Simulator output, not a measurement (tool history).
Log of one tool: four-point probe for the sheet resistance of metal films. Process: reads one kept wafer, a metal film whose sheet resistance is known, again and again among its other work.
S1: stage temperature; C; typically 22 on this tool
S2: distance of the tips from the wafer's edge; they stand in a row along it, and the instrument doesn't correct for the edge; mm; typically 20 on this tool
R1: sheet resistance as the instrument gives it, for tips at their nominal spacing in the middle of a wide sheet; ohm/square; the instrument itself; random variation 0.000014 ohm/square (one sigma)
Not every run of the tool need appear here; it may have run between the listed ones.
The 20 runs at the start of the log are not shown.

{"day": 11.912, "done": "stage's thermometer calibrated"}
{"run": 21, "day": 12.512, "S1": 22, "S2": 20, "R1": 0.071487}
{"run": 22, "day": 13.346, "S1": 22, "S2": 20, "R1": 0.071511}
{"run": 23, "day": 14.117, "S1": 22, "S2": 20, "R1": 0.071475}
{"day": 14.358, "done": "stage's thermometer calibrated, once more"}
{"run": 24, "day": 15.058, "S1": 24, "S2": 27, "R1": 0.071425}
{"run": 25, "day": 15.971, "S1": 24, "S2": 27, "R1": 0.071417}
{"run": 26, "day": 16.571, "S1": 24, "S2": 27, "R1": 0.071449}
{"run": 27, "day": 17.342, "S1": 31, "S2": 12, "R1": 0.071678}
{"run": 28, "day": 18.229, "S1": 31, "S2": 12, "R1": 0.07172}
{"run": 29, "day": 19.096, "S1": 31, "S2": 12, "R1": 0.071701}
{"run": 30, "day": 19.604, "S1": 31, "S2": 12, "R1": 0.071684}
{"run": 31, "day": 20.471, "S1": 28, "S2": 43, "R1": 0.071555}
{"run": 32, "day": 21.35, "S1": 28, "S2": 69, "R1": 0.071519}
{"run": 33, "day": 22.221, "S1": 28, "S2": 69, "R1": 0.071522}
{"run": 34, "day": 23.108, "S1": 18, "S2": 5, "R1": 0.07194}
{"run": 35, "day": 23.938, "S1": 33, "S2": 27, "R1": 0.071722}
{"run": 36, "day": 24.575, "S1": 33, "S2": 27, "R1": 0.071702}
{"run": 37, "day": 25.404, "S1": 33, "S2": 27, "R1": 0.071697}
{"run": 38, "day": 26.196, "S1": 33, "S2": 27, "R1": 0.071677}
{"run": 39, "day": 26.804, "S1": 33, "S2": 27, "R1": 0.071718}
{"run": 40, "day": 27.238, "S1": 33, "S2": 27, "R1": 0.0717}
{"run": 41, "day": 28.062, "S1": 28, "S2": 13, "R1": 0.071651}
{"run": 42, "day": 28.438, "S1": 28, "S2": 13, "R1": 0.071642}
{"run": 43, "day": 29.083, "S1": 28, "S2": 13, "R1": 0.071678}
{"run": 44, "day": 29.525, "S1": 28, "S2": 41, "R1": 0.071588}

Consider 4 possible next runs. They are alternatives, not a sequence: every one starts from the tool as it was left by run 44. What does each give?
{"run": "A", "day": 29.946, "S1": 21, "S2": 41, "R1": "?"}
{"run": "B", "day": 29.946, "S1": 27, "S2": 69, "R1": "?"}
{"run": "C", "day": 29.946, "S1": 34, "S2": 40, "R1": "?"}
{"run": "D", "day": 29.946, "S1": 28, "S2": 6, "R1": "?"}

run=A R1=0.071434
run=B R1=0.071574
run=C R1=0.07174
run=D R1=0.072026
Take away the tool's hidden state, keep each run's random variation, and the runs would have read:
run=A R1=0.071263
run=B R1=0.071402
run=C R1=0.071568
run=D R1=0.071853
